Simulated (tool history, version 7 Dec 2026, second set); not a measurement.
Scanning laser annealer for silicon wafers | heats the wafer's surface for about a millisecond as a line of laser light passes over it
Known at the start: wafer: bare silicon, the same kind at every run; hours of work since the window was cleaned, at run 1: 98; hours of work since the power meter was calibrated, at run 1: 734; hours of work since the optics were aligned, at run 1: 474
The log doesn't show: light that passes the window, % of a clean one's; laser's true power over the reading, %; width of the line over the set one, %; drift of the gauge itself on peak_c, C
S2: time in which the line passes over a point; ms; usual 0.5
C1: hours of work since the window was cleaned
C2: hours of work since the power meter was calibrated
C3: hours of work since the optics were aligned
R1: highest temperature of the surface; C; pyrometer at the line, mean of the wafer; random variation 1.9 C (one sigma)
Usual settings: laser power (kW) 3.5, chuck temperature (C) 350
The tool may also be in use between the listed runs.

Run 1, hour 0: usual settings; C1 98; C2 734; C3 474. Result: R1 1167 C.
Run 2, hour 20.4: usual settings; C1 109; C2 746; C3 485. Result: R1 1166 C.
Run 3, hour 47.7: usual settings but S2 0.461 ms; C1 124; C2 761; C3 501. Result: R1 1135 C.
Run 4, hour 86.5: usual settings but S2 0.461 ms; C1 146; C2 783; C3 523. Result: R1 1137 C.
Run 5, hour 120.8: usual settings but S2 0.461 ms; C1 166; C2 803; C3 542. Result: R1 1133 C.
Run 6, hour 140.3: usual settings but S2 0.461 ms, chuck temperature (C) 357; C1 177; C2 814; C3 553. Result: R1 1140 C.
Run 7, hour 177.6: usual settings but S2 0.461 ms, chuck temperature (C) 357; C1 198; C2 835; C3 574. Result: R1 1141 C.
Run 8, hour 219.5: usual settings but S2 0.461 ms, chuck temperature (C) 357; C1 221; C2 858; C3 598. Result: R1 1138 C.
Run 9, hour 243.2: usual settings but S2 0.461 ms, chuck temperature (C) 365; C1 235; C2 872; C3 611. Result: R1 1144 C.
At hour 247.2: window over the wafer cleaned.
Run 10, hour 270.2: usual settings but S2 0.461 ms, chuck temperature (C) 365; C1 13; C2 886; C3 625. Result: R1 1139 C.
Run 11, hour 308.5: usual settings but chuck temperature (C) 322; C1 35; C2 907; C3 647. Result: R1 1128 C.
Run 12, hour 350.9: usual settings but chuck temperature (C) 322; C1 59; C2 931; C3 671. Result: R1 1130 C.
Run 13, hour 374: usual settings but laser power (kW) 3.716, S2 0.454 ms; C1 72; C2 944; C3 684. Result: R1 1175 C.
At hour 398.9: window over the wafer cleaned, once more.
Run 14, hour 402.3: usual settings but laser power (kW) 3.115, S2 0.51 ms, chuck temperature (C) 362; C1 2; C2 959; C3 699. Result: R1 1084 C.
Run 15, hour 435.6: usual settings but laser power (kW) 3.016, S2 0.51 ms, chuck temperature (C) 347; C1 21; C2 978; C3 717. Result: R1 1044 C.
Run 16, hour 456.7: usual settings but laser power (kW) 3.805, S2 0.355 ms, chuck temperature (C) 377; C1 33; C2 990; C3 729. Result: R1 1138 C.
Run 17, hour 492.4: usual settings but laser power (kW) 3.805, S2 0.355 ms, chuck temperature (C) 377; C1 53; C2 1010; C3 749. Result: R1 1136 C.
Run 18, hour 524.4: usual settings but S2 0.448 ms, chuck temperature (C) 328; C1 71; C2 1028; C3 767. Result: R1 1101 C.
Run 19, hour 554.7: usual settings but S2 0.482 ms, chuck temperature (C) 355; C1 88; C2 1045; C3 785. Result: R1 1153 C.
Run 20, hour 595.8: usual settings but S2 0.467 ms, chuck temperature (C) 355; C1 111; C2 1068; C3 808. Result: R1 1146 C.

5 ways to go on from here, each from the tool as it stands after run 20. What would each give?
Run A, hour 627.8: usual settings but laser power (kW) 2.978, S2 0.467 ms, chuck temperature (C) 355; C1 129; C2 1086; C3 826. Result: R1 ?.
Run B, hour 627.8: usual settings but laser power (kW) 3.55, S2 0.467 ms, chuck temperature (C) 355; C1 129; C2 1086; C3 826. Result: R1 ?.
Run C, hour 627.8: usual settings but S2 0.467 ms, chuck temperature (C) 356; C1 129; C2 1086; C3 826. Result: R1 ?.
Run D, hour 627.8: usual settings but laser power (kW) 2.976, S2 0.467 ms, chuck temperature (C) 311; C1 129; C2 1086; C3 826. Result: R1 ?.
Run E, hour 627.8: usual settings but chuck temperature (C) 342; C1 129; C2 1086; C3 826. Result: R1 ?.

run    R1
  A  1004
  B  1154
  C  1144
  D   961
  E  1155
Without the tool's hidden state the same runs would have given:
run    R1
  A  1019
  B  1173
  C  1162
  D   976
  E  1173
